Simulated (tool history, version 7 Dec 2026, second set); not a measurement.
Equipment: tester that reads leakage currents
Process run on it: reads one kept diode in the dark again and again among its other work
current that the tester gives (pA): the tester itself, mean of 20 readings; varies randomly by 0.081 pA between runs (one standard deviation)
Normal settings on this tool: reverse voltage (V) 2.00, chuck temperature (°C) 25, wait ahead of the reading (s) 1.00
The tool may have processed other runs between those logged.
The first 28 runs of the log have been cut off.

run,hour,reverse voltage (V),chuck temperature (°C),wait ahead of the reading (s),hours of work since the probe card was cleaned,hours of work since the tester was calibrated,hours of work since the chuck was calibrated,current that the tester gives (pA)
# hour 901.7: chuck's temperature calibrated
29,906.4,1.89,21,4.25,813,1830,3,15.52
30,931.3,1.16,51,2.06,831,1848,22,92.31
31,949.8,1.16,51,2.06,844,1862,35,91.91
32,991.3,1.41,27,1.00,875,1892,66,20.92
33,1023.0,1.41,27,1.00,898,1915,89,21.06
34,1054.8,1.41,27,1.00,921,1939,112,21.12
35,1089.5,4.31,39,4.37,947,1964,137,82.72
36,1121.6,4.31,39,4.37,970,1987,161,83.79
37,1164.6,2.00,21,1.48,1002,2019,192,16.43
# hour 1177.8: tester calibrated
38,1209.5,3.21,37,1.23,1033,23,224,64.77
39,1240.0,13.68,56,0.75,1055,45,246,438.38

Predict each of these 5 candidate next runs independently; none follows another, all start after run 39:
A,1265.7,2.78,38,0.75,1074,64,265,?
B,1265.7,14.09,24,1.98,1074,64,265,?
C,1265.7,1.04,43,1.93,1074,64,265,?
D,1265.7,1.74,28,7.77,1074,64,265,?
E,1265.7,8.17,22,0.33,1074,64,265,?

run,current that the tester gives (pA)
A,65.38
B,56.51
C,55.37
D,25.91
E,39.09
Take away the tool's hidden state, keep each run's random variation, and the runs would have read:
run,current that the tester gives (pA)
A,62.40
B,52.56
C,53.04
D,24.58
E,36.58

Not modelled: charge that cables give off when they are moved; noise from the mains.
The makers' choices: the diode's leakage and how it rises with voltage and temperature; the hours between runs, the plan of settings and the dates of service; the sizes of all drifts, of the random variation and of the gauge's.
